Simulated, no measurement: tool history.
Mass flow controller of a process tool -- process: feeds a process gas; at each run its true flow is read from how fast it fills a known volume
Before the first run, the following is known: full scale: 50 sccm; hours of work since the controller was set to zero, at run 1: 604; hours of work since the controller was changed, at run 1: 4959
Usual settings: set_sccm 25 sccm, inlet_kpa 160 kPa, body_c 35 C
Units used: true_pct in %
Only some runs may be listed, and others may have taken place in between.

run,hour,set_sccm,inlet_kpa,body_c,hours of work since the controller was set to zero,hours of work since the controller was changed,true_pct
1,0,25,160,35,604,4959,98.35
2,166.6,25,160,35,700,5055,98.22
3,352.5,25,160,35,806,5162,98.21
4,516.3,25,160,35,901,5256,98.29
5,688.5,25,160,35,1000,5355,98.24
6,929.1,25,160,35,1138,5494,98.24
7,1157.3,25,160,35,1269,5625,98.14
8,1291.3,25,160,35,1346,5702,98.28
9,1428,25,160,35,1425,5780,98.14
10,1642,25,160,35,1548,5903,98.08
11,1892.5,25,160,35,1692,6047,98.24
12,2103.9,41,160,35,1813,6169,98.38
13,2310.3,41,160,35,1932,6287,98.34
14,2458.8,41,160,23,2017,6373,98.53
15,2707,41,160,23,2160,6515,98.57
16,2976,7,225,31,2314,6670,98.61
17,3213.4,38,207,28,2451,6807,98.23
18,3434.5,14,160,35,2578,6934,98.3
19,3683.1,6,233,22,2721,7076,99.13
20,3859.1,25,181,35,2822,7178,97.95
21,3983.4,9,206,39,2893,7249,98.3
22,4246.2,9,258,28,3044,7400,98.43
23,4458.9,9,157,36,3167,7522,98.62
24,4709,43,157,36,3311,7666,98.14
25,4919.7,43,157,36,3432,7787,98.24
26,5036.7,15,238,35,3499,7855,97.85
27,5308.6,25,198,29,3655,8011,97.97

Branching from run 27: 4 alternative next runs. What would each branch give?
A,5532.2,25,159,35,3784,8139,?
B,5532.2,7,192,23,3784,8139,?
C,5532.2,6,160,26,3784,8139,?
D,5532.2,5,254,22,3784,8139,?

run,true_pct
A,97.94
B,99.46
C,99.63
D,100.06
Without the tool's hidden state the same runs would have given:
run,true_pct
A,99.42
B,99.34
C,99.14
D,99.04
